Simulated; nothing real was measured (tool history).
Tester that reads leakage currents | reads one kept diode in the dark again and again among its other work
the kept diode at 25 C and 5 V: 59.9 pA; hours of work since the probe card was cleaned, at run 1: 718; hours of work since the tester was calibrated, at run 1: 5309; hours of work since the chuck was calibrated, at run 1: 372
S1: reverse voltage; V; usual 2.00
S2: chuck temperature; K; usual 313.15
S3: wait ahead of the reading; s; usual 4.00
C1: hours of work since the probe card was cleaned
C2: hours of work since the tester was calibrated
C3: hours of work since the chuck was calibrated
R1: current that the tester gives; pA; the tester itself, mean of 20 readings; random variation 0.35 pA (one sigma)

{"run": 1, "hour": 0.0, "S1": 2.0, "S2": 313.15, "S3": 4.0, "C1": 718, "C2": 5309, "C3": 372, "R1": 115.02}
{"run": 2, "hour": 126.1, "S1": 3.21, "S2": 313.15, "S3": 4.0, "C1": 814, "C2": 5405, "C3": 469, "R1": 148.93}
{"run": 3, "hour": 231.4, "S1": 3.21, "S2": 313.15, "S3": 4.0, "C1": 895, "C2": 5486, "C3": 549, "R1": 147.89}
{"run": 4, "hour": 353.4, "S1": 3.21, "S2": 313.15, "S3": 4.0, "C1": 988, "C2": 5579, "C3": 642, "R1": 147.94}
{"hour": 408.9, "done": "probe card cleaned and baked"}
{"hour": 426.4, "done": "chuck's temperature calibrated"}
{"run": 5, "hour": 457.4, "S1": 3.21, "S2": 313.15, "S3": 4.0, "C1": 36, "C2": 5655, "C3": 24, "R1": 148.59}
{"run": 6, "hour": 598.3, "S1": 3.21, "S2": 313.15, "S3": 4.0, "C1": 143, "C2": 5762, "C3": 131, "R1": 148.08}
{"hour": 612.0, "done": "tester calibrated"}
{"run": 7, "hour": 696.2, "S1": 2.0, "S2": 293.15, "S3": 4.0, "C1": 216, "C2": 64, "C3": 205, "R1": 24.99}
{"run": 8, "hour": 773.4, "S1": 2.0, "S2": 293.15, "S3": 4.0, "C1": 275, "C2": 123, "C3": 264, "R1": 24.99}
{"run": 9, "hour": 872.3, "S1": 2.0, "S2": 318.15, "S3": 4.0, "C1": 351, "C2": 199, "C3": 339, "R1": 164.12}
{"run": 10, "hour": 1013.3, "S1": 2.0, "S2": 318.15, "S3": 4.0, "C1": 459, "C2": 306, "C3": 447, "R1": 165.09}
{"run": 11, "hour": 1102.5, "S1": 2.0, "S2": 318.15, "S3": 4.0, "C1": 527, "C2": 375, "C3": 515, "R1": 164.74}
{"run": 12, "hour": 1254.3, "S1": 2.0, "S2": 322.15, "S3": 4.0, "C1": 643, "C2": 491, "C3": 631, "R1": 215.92}
{"hour": 1340.1, "done": "chuck's temperature calibrated"}
{"run": 13, "hour": 1377.5, "S1": 2.0, "S2": 322.15, "S3": 4.0, "C1": 735, "C2": 583, "C3": 29, "R1": 217.39}
{"run": 14, "hour": 1518.3, "S1": 2.0, "S2": 322.15, "S3": 4.0, "C1": 843, "C2": 691, "C3": 136, "R1": 216.54}
{"run": 15, "hour": 1632.6, "S1": 1.33, "S2": 322.15, "S3": 4.0, "C1": 930, "C2": 778, "C3": 223, "R1": 175.81}
{"hour": 1765.5, "done": "probe card cleaned and baked"}
{"run": 16, "hour": 1813.1, "S1": 1.33, "S2": 322.15, "S3": 4.0, "C1": 36, "C2": 914, "C3": 359, "R1": 176.13}
{"run": 17, "hour": 1891.3, "S1": 1.33, "S2": 326.15, "S3": 4.0, "C1": 96, "C2": 973, "C3": 419, "R1": 231.32}
{"run": 18, "hour": 2033.3, "S1": 12.6, "S2": 315.15, "S3": 1.26, "C1": 205, "C2": 1082, "C3": 527, "R1": 352.12}
{"run": 19, "hour": 2202.1, "S1": 2.23, "S2": 299.15, "S3": 2.46, "C1": 333, "C2": 1211, "C3": 656, "R1": 42.96}
{"hour": 2255.3, "done": "chuck's temperature calibrated"}
{"run": 20, "hour": 2311.8, "S1": 1.59, "S2": 308.15, "S3": 0.77, "C1": 416, "C2": 1293, "C3": 43, "R1": 71.91}
{"run": 21, "hour": 2404.5, "S1": 1.59, "S2": 308.15, "S3": 0.77, "C1": 487, "C2": 1364, "C3": 114, "R1": 71.53}
{"run": 22, "hour": 2544.3, "S1": 13.08, "S2": 303.15, "S3": 4.75, "C1": 593, "C2": 1471, "C3": 221, "R1": 147.67}
{"run": 23, "hour": 2668.6, "S1": 2.0, "S2": 313.15, "S3": 1.72, "C1": 688, "C2": 1566, "C3": 316, "R1": 116.36}
{"run": 24, "hour": 2856.3, "S1": 2.0, "S2": 313.15, "S3": 1.72, "C1": 832, "C2": 1709, "C3": 459, "R1": 116.0}
{"run": 25, "hour": 2964.2, "S1": 2.0, "S2": 313.15, "S3": 3.05, "C1": 914, "C2": 1791, "C3": 542, "R1": 116.03}
{"hour": 3125.4, "done": "probe card cleaned and baked"}
{"run": 26, "hour": 3139.2, "S1": 13.35, "S2": 313.15, "S3": 1.92, "C1": 11, "C2": 1923, "C3": 673, "R1": 314.35}
{"hour": 3166.6, "done": "chuck's temperature calibrated"}
{"run": 27, "hour": 3256.5, "S1": 2.0, "S2": 303.15, "S3": 6.86, "C1": 99, "C2": 2011, "C3": 69, "R1": 55.38}
{"run": 28, "hour": 3385.8, "S1": 2.0, "S2": 302.15, "S3": 0.61, "C1": 197, "C2": 2110, "C3": 167, "R1": 51.65}
{"run": 29, "hour": 3486.1, "S1": 18.46, "S2": 305.15, "S3": 4.3, "C1": 274, "C2": 2186, "C3": 244, "R1": 204.86}
{"run": 30, "hour": 3647.9, "S1": 11.05, "S2": 329.15, "S3": 2.3, "C1": 398, "C2": 2310, "C3": 368, "R1": 849.59}
{"run": 31, "hour": 3747.1, "S1": 1.58, "S2": 296.15, "S3": 0.87, "C1": 473, "C2": 2386, "C3": 443, "R1": 28.42}
{"run": 32, "hour": 3825.3, "S1": 4.94, "S2": 299.15, "S3": 1.64, "C1": 533, "C2": 2445, "C3": 503, "R1": 65.26}

5 ways to go on from here, each from the tool as it stands after run 32. What would each give?
{"run": "A", "hour": 3981.3, "S1": 2.0, "S2": 315.15, "S3": 4.0, "C1": 652, "C2": 2565, "C3": 622, "R1": "?"}
{"run": "B", "hour": 3981.3, "S1": 7.57, "S2": 311.15, "S3": 1.21, "C1": 652, "C2": 2565, "C3": 622, "R1": "?"}
{"run": "C", "hour": 3981.3, "S1": 4.94, "S2": 299.15, "S3": 2.79, "C1": 652, "C2": 2565, "C3": 622, "R1": "?"}
{"run": "D", "hour": 3981.3, "S1": 3.36, "S2": 328.15, "S3": 0.35, "C1": 652, "C2": 2565, "C3": 622, "R1": "?"}
{"run": "E", "hour": 3981.3, "S1": 8.09, "S2": 321.15, "S3": 1.38, "C1": 652, "C2": 2565, "C3": 622, "R1": "?"}

run=A R1=133.88
run=B R1=202.11
run=C R1=64.94
run=D R1=426.96
run=E R1=420.47
Without the tool's hidden state the same runs would have given:
run=A R1=134.04
run=B R1=202.24
run=C R1=64.93
run=D R1=427.48
run=E R1=420.89
